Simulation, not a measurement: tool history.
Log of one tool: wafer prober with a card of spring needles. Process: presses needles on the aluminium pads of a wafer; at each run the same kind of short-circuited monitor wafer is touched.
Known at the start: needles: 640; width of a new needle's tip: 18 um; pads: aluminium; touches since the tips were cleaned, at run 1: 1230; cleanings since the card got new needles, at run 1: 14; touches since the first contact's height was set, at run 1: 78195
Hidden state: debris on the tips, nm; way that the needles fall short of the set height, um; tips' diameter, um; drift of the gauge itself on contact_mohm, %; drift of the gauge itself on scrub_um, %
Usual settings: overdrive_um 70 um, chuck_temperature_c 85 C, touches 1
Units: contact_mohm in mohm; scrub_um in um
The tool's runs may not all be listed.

run,hour,overdrive_um,chuck_temperature_c,touches,touches since the tips were cleaned,cleanings since the card got new needles,touches since the first contact's height was set,contact_mohm,scrub_um
1,0.0,70,85,1,1230,14,78195,265,14.16
# hour 8.7: tips cleaned on abrasive film
2,10.9,70,85,1,879,15,82470,272,14.14
3,18.1,70,85,1,3720,15,85311,291,14.13
# hour 19.4: height of the first contact set anew
# hour 21.0: tips cleaned on abrasive film
4,27.5,70,85,1,2569,16,3168,289,14.34
# hour 33.5: tips cleaned on abrasive film
5,36.2,70,36,1,1080,17,6560,257,14.31
# hour 45.3: tips cleaned on abrasive film
6,45.8,70,85,1,179,18,10305,251,14.30
7,53.4,70,85,1,3183,18,13309,285,14.32
# hour 57.4: tips cleaned on abrasive film
8,63.5,70,33,1,2407,19,17258,268,14.30
# hour 69.3: tips cleaned on abrasive film
9,71.0,83,56,2,652,20,20174,243,16.93
# hour 81.5: tips cleaned on abrasive film
10,83.9,83,56,2,937,21,25242,246,16.93

Run 11 comes next. What will it give?
# hour 93.1: tips cleaned on abrasive film
11,93.1,86,71,2,0,22,28865,?,?

contact_mohm: 236 mohm
scrub_um: 17.52 um
Without the tool's hidden state the same run would have given contact_mohm 234 mohm, scrub_um 17.63 um.

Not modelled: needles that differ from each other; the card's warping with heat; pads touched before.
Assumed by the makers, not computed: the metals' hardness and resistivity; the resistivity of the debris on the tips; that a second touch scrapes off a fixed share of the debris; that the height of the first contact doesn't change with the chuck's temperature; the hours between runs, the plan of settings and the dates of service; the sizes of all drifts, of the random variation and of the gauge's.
